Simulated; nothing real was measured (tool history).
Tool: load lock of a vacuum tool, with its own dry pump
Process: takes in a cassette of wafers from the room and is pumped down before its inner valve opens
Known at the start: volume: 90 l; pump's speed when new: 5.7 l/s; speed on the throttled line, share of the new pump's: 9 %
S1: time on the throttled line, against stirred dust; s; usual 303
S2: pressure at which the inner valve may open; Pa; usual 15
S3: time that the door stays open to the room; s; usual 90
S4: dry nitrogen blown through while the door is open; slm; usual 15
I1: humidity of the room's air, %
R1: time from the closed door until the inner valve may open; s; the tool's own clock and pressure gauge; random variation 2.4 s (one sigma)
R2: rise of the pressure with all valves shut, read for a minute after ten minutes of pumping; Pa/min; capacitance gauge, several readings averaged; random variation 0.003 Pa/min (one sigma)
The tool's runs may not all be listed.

run,hour,S1,S2,S3,S4,I1,R1,R2
1,0,303,15,90,15,46.2,418.4,0.499
2,54.2,303,15,90,15,45.6,417.5,0.499
3,112.6,303,15,90,15,45.5,418.4,0.505
4,216.3,158,15,90,15,44.2,286,0.501
5,277.3,530,15,90,15,48.2,628.9,0.515
6,377.7,530,15,90,15,47.3,631,0.524
7,491.2,303,15,90,15,45.8,424.9,0.534
8,541,303,15,90,15,46.9,423.5,0.539
9,655.9,303,15,90,15,44.7,424.6,0.557
10,707.2,303,15,47,15,45.1,417.8,0.55
11,817.7,303,15,47,24,43.3,419.4,0.542
12,931,303,15,47,24,45,418.2,0.566
13,989.3,303,15,47,24,47.6,423.9,0.564
14,1109.5,303,15,41,4,42.2,419.4,0.586
15,1224.8,230,15,167,15,44.5,356.3,0.598
16,1279.8,230,15,167,15,45.6,351.3,0.593
17,1390,230,15,167,15,43.4,353.9,0.621
18,1453.2,190,15,90,4,47.4,315.7,0.615
19,1516.7,190,15,90,4,45.2,314.4,0.622
20,1590.2,190,15,90,4,45.1,319.6,0.627
21,1691.1,303,14,90,15,42,423.2,0.622
22,1807.1,574,14,90,20,45.2,676.8,0.624
23,1887.7,419,15,111,15,45,530.7,0.652
24,1940.8,419,15,111,15,48.1,528.2,0.645
25,2001.1,419,15,111,15,42.4,526.4,0.669
26,2096.1,419,16,111,15,46.4,524.5,0.649

3 ways to go on from here, each from the tool as it stands after run 26. What would each give?
A,2173.2,303,15,28,15,45.1,?,?
B,2173.2,303,16,90,4,46.5,?,?
C,2173.2,297,16,111,15,45.6,?,?

run,R1,R2
A,419.5,0.667
B,422.4,0.669
C,414.9,0.675
Without the tool's hidden state the same runs would have given:
run,R1,R2
A,412.4,0.012
B,415.3,0.029
C,408.1,0.022
